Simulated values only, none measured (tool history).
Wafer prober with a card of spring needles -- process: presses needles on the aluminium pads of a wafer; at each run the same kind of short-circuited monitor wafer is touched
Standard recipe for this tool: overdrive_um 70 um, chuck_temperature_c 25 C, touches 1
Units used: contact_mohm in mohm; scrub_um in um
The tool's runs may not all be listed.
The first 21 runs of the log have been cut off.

{"hour": 533.9, "done": "tips cleaned on abrasive film"}
{"hour": 546.7, "done": "tips cleaned on abrasive film"}
{"hour": 561.0, "done": "tips cleaned on abrasive film"}
{"run": 22, "hour": 566.1, "overdrive_um": 51, "chuck_temperature_c": 39, "touches": 2, "contact_mohm": 209, "scrub_um": 10.28}
{"hour": 573.5, "done": "tips cleaned on abrasive film"}
{"hour": 576.8, "done": "height of the first contact set anew"}
{"hour": 587.5, "done": "tips cleaned on abrasive film"}
{"run": 23, "hour": 587.5, "overdrive_um": 70, "chuck_temperature_c": 106, "touches": 1, "contact_mohm": 175, "scrub_um": 14.46}
{"hour": 600.4, "done": "tips cleaned on abrasive film"}
{"hour": 613.3, "done": "tips cleaned on abrasive film"}
{"run": 24, "hour": 622.6, "overdrive_um": 70, "chuck_temperature_c": 106, "touches": 1, "contact_mohm": 213, "scrub_um": 14.45}
{"hour": 627.4, "done": "tips cleaned on abrasive film"}
{"hour": 641.3, "done": "tips cleaned on abrasive film"}
{"run": 25, "hour": 645.0, "overdrive_um": 70, "chuck_temperature_c": 106, "touches": 3, "contact_mohm": 188, "scrub_um": 14.41}
{"hour": 653.4, "done": "tips cleaned on abrasive film"}
{"hour": 666.2, "done": "tips cleaned on abrasive film"}
{"run": 26, "hour": 675.1, "overdrive_um": 70, "chuck_temperature_c": 106, "touches": 3, "contact_mohm": 190, "scrub_um": 14.4}
{"hour": 680.1, "done": "tips cleaned on abrasive film"}
{"hour": 694.4, "done": "tips cleaned on abrasive film"}
{"run": 27, "hour": 700.7, "overdrive_um": 85, "chuck_temperature_c": 43, "touches": 1, "contact_mohm": 191, "scrub_um": 17.49}
{"hour": 708.6, "done": "tips cleaned on abrasive film"}
{"hour": 721.3, "done": "tips cleaned on abrasive film"}
{"run": 28, "hour": 726.7, "overdrive_um": 90, "chuck_temperature_c": 25, "touches": 2, "contact_mohm": 170, "scrub_um": 18.51}
{"hour": 734.4, "done": "tips cleaned on abrasive film"}
{"run": 29, "hour": 744.7, "overdrive_um": 90, "chuck_temperature_c": 25, "touches": 2, "contact_mohm": 173, "scrub_um": 18.5}
{"hour": 747.5, "done": "tips cleaned on abrasive film"}
{"hour": 761.2, "done": "tips cleaned on abrasive film"}
{"run": 30, "hour": 761.9, "overdrive_um": 90, "chuck_temperature_c": 25, "touches": 2, "contact_mohm": 161, "scrub_um": 18.49}

Below are 3 alternative next runs, each starting from the tool's condition after run 30. Predict each:
{"hour": 776.2, "done": "tips cleaned on abrasive film"}
{"hour": 789.6, "done": "tips cleaned on abrasive film"}
{"run": "A", "hour": 798.6, "overdrive_um": 79, "chuck_temperature_c": 96, "touches": 1, "contact_mohm": "?", "scrub_um": "?"}
{"hour": 776.2, "done": "tips cleaned on abrasive film"}
{"hour": 789.6, "done": "tips cleaned on abrasive film"}
{"run": "B", "hour": 798.6, "overdrive_um": 70, "chuck_temperature_c": 27, "touches": 3, "contact_mohm": "?", "scrub_um": "?"}
{"hour": 776.2, "done": "tips cleaned on abrasive film"}
{"hour": 789.6, "done": "tips cleaned on abrasive film"}
{"run": "C", "hour": 798.6, "overdrive_um": 65, "chuck_temperature_c": 64, "touches": 1, "contact_mohm": "?", "scrub_um": "?"}

run=A contact_mohm=205 scrub_um=16.19
run=B contact_mohm=177 scrub_um=14.31
run=C contact_mohm=217 scrub_um=13.26
Stripped of hidden state, with their random variation kept, the same runs would have yielded:
run=A contact_mohm=170 scrub_um=16.35
run=B contact_mohm=158 scrub_um=14.47
run=C contact_mohm=166 scrub_um=13.43

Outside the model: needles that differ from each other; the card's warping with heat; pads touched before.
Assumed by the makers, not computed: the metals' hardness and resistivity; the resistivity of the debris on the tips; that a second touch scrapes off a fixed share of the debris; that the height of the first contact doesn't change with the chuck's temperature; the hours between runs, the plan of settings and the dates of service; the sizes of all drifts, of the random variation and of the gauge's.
